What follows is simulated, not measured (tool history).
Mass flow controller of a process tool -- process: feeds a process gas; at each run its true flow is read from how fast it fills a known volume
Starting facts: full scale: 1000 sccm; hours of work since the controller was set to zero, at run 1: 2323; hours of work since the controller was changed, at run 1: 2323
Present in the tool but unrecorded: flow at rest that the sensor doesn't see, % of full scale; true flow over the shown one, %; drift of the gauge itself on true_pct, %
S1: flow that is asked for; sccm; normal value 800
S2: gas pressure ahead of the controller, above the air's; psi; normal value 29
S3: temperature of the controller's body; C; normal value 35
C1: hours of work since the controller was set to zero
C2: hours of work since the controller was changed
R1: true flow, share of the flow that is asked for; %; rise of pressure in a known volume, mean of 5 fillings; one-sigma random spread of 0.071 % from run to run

run   hour   S1    S2  S3    C1    C2      R1
  1      0  800    29  35  2323  2323  101.03
  2   85.6  800    29  35  2390  2390  101.06
  3  153.8  800  27.8  35  2444  2444  101.09
  4  251.6  800  27.8  35  2521  2521  101.13
  5  328.9  800  27.8  35  2581  2581  101.26
  6  434.1  800  27.8  35  2664  2664  101.12
  7  499.8  800    29  35  2716  2716  101.17
  8  632.1  800    29  35  2820  2820  101.17
  9  751.9  589  40.2  35  2914  2914  100.72

Run 10 is up next; what results do you expect?
 10  823.1  680  29  35  2970  2970   ?

Run 10 gave R1 101.2 %.
With no hidden state in the tool, this same run would have given R1 100.4 %.

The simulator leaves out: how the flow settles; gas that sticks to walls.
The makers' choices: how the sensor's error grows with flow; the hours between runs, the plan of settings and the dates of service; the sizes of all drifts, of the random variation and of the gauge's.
